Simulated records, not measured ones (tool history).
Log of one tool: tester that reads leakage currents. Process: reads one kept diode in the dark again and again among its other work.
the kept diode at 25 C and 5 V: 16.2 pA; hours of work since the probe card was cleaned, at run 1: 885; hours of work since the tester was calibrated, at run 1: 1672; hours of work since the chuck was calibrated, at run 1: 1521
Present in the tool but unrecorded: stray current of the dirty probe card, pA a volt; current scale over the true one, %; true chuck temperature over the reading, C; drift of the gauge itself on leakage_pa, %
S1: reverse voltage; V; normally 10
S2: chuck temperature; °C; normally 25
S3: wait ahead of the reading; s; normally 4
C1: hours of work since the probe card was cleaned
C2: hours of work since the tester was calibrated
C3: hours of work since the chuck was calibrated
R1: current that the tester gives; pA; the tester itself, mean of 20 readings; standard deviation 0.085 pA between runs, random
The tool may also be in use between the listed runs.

{"run": 1, "day": 0.0, "S1": 10, "S2": 25, "S3": 4, "C1": 885, "C2": 1672, "C3": 1521, "R1": 24.56}
{"run": 2, "day": 1.717, "S1": 10, "S2": 25, "S3": 0.53, "C1": 905, "C2": 1692, "C3": 1541, "R1": 30.16}
{"run": 3, "day": 2.788, "S1": 10, "S2": 25, "S3": 0.53, "C1": 918, "C2": 1704, "C3": 1553, "R1": 30.12}
{"run": 4, "day": 3.688, "S1": 10, "S2": 25, "S3": 4.21, "C1": 928, "C2": 1715, "C3": 1563, "R1": 24.45}
{"run": 5, "day": 5.562, "S1": 10, "S2": 25, "S3": 4.21, "C1": 950, "C2": 1736, "C3": 1585, "R1": 24.49}
{"run": 6, "day": 6.729, "S1": 10, "S2": 33, "S3": 4.21, "C1": 963, "C2": 1750, "C3": 1599, "R1": 43.29}
{"run": 7, "day": 8.446, "S1": 10, "S2": 33, "S3": 4.21, "C1": 983, "C2": 1770, "C3": 1619, "R1": 43.23}
{"run": 8, "day": 10.221, "S1": 10, "S2": 25, "S3": 0.54, "C1": 1004, "C2": 1790, "C3": 1639, "R1": 30.14}
{"run": 9, "day": 11.092, "S1": 10, "S2": 25, "S3": 0.54, "C1": 1014, "C2": 1800, "C3": 1649, "R1": 30.13}
{"run": 10, "day": 12.058, "S1": 10, "S2": 25, "S3": 0.54, "C1": 1025, "C2": 1812, "C3": 1660, "R1": 30.23}
{"run": 11, "day": 13.696, "S1": 10, "S2": 25, "S3": 4, "C1": 1044, "C2": 1831, "C3": 1679, "R1": 24.81}
{"run": 12, "day": 15.529, "S1": 10, "S2": 29, "S3": 4, "C1": 1065, "C2": 1852, "C3": 1701, "R1": 32.71}
{"run": 13, "day": 16.942, "S1": 10, "S2": 29, "S3": 4, "C1": 1082, "C2": 1868, "C3": 1717, "R1": 32.8}
{"run": 14, "day": 18.112, "S1": 10, "S2": 29, "S3": 4, "C1": 1095, "C2": 1882, "C3": 1731, "R1": 32.86}
{"run": 15, "day": 19.825, "S1": 10, "S2": 29, "S3": 4, "C1": 1115, "C2": 1902, "C3": 1750, "R1": 32.71}
{"run": 16, "day": 20.704, "S1": 10, "S2": 29, "S3": 4, "C1": 1125, "C2": 1912, "C3": 1761, "R1": 32.91}
{"run": 17, "day": 22.638, "S1": 10, "S2": 24, "S3": 4, "C1": 1148, "C2": 1934, "C3": 1783, "R1": 23.35}
{"run": 18, "day": 24.158, "S1": 10, "S2": 24, "S3": 0.56, "C1": 1165, "C2": 1952, "C3": 1801, "R1": 28.71}
{"run": 19, "day": 25.854, "S1": 10, "S2": 24, "S3": 0.56, "C1": 1185, "C2": 1972, "C3": 1820, "R1": 28.83}
{"run": 20, "day": 27.533, "S1": 10, "S2": 26, "S3": 1.64, "C1": 1204, "C2": 1991, "C3": 1840, "R1": 28.09}
{"run": 21, "day": 29.188, "S1": 4.3, "S2": 26, "S3": 1.64, "C1": 1224, "C2": 2010, "C3": 1859, "R1": 18}
{"run": 22, "day": 30.262, "S1": 4.3, "S2": 26, "S3": 1.64, "C1": 1236, "C2": 2023, "C3": 1871, "R1": 17.99}
{"run": 23, "day": 32.033, "S1": 4.3, "S2": 26, "S3": 1.64, "C1": 1257, "C2": 2043, "C3": 1892, "R1": 18.21}
{"run": 24, "day": 33.546, "S1": 4.3, "S2": 26, "S3": 1.64, "C1": 1274, "C2": 2061, "C3": 1909, "R1": 18.14}
{"run": 25, "day": 34.708, "S1": 10, "S2": 23, "S3": 4.48, "C1": 1287, "C2": 2074, "C3": 1923, "R1": 21.9}
{"run": 26, "day": 36.3, "S1": 10, "S2": 23, "S3": 4.48, "C1": 1306, "C2": 2093, "C3": 1941, "R1": 22.07}
{"run": 27, "day": 37.3, "S1": 12.3, "S2": 23, "S3": 0.66, "C1": 1318, "C2": 2104, "C3": 1953, "R1": 30.1}
{"run": 28, "day": 38.929, "S1": 6, "S2": 28, "S3": 0.48, "C1": 1336, "C2": 2123, "C3": 1972, "R1": 27.91}
{"run": 29, "day": 40.367, "S1": 6, "S2": 28, "S3": 0.48, "C1": 1353, "C2": 2140, "C3": 1988, "R1": 27.89}
{"run": 30, "day": 42.058, "S1": 6, "S2": 45, "S3": 0.48, "C1": 1373, "C2": 2159, "C3": 2008, "R1": 83.91}
{"run": 31, "day": 43.554, "S1": 6, "S2": 45, "S3": 0.48, "C1": 1390, "C2": 2177, "C3": 2025, "R1": 83.75}
{"run": 32, "day": 44.45, "S1": 1.2, "S2": 25, "S3": 4, "C1": 1400, "C2": 2187, "C3": 2036, "R1": 8.85}
{"run": 33, "day": 45.546, "S1": 5, "S2": 35, "S3": 3.92, "C1": 1413, "C2": 2200, "C3": 2048, "R1": 36.41}
{"run": 34, "day": 47.008, "S1": 5, "S2": 20, "S3": 9.07, "C1": 1430, "C2": 2217, "C3": 2065, "R1": 12.28}
{"run": 35, "day": 48.121, "S1": 1.9, "S2": 49, "S3": 0.76, "C1": 1443, "C2": 2229, "C3": 2078, "R1": 64.19}
{"run": 36, "day": 49.125, "S1": 1.9, "S2": 49, "S3": 0.76, "C1": 1455, "C2": 2241, "C3": 2090, "R1": 63.95}
{"run": 37, "day": 50.762, "S1": 1.9, "S2": 49, "S3": 0.76, "C1": 1473, "C2": 2260, "C3": 2109, "R1": 64.21}
{"run": 38, "day": 51.679, "S1": 1.9, "S2": 49, "S3": 0.76, "C1": 1484, "C2": 2271, "C3": 2119, "R1": 64.09}

Pick out some run-to-run changes in R1. Of each, how much would a tool without hidden state show as well, from the settings, what came in and chance, and how much is left for the hidden state and any gauge scatter not in both results compared?
Run 27 -> 28: S1 12.3 -> 6, S2 23 -> 28, S3 0.66 -> 0.48. R1 -2.19 pA: hidden state -2.23, all else +0.04.
Run 29 -> 30: S2 28 -> 45. R1 +56.02 pA: hidden state -2.08, all else +58.1.
Run 31 -> 32: S1 6 -> 1.2, S2 45 -> 25, S3 0.48 -> 4. R1 -74.9 pA: hidden state +0.88, all else -75.78.
Run 34 -> 35: S1 5 -> 1.9, S2 20 -> 49, S3 9.07 -> 0.76. R1 +51.91 pA: hidden state -3.11, all else +55.02.
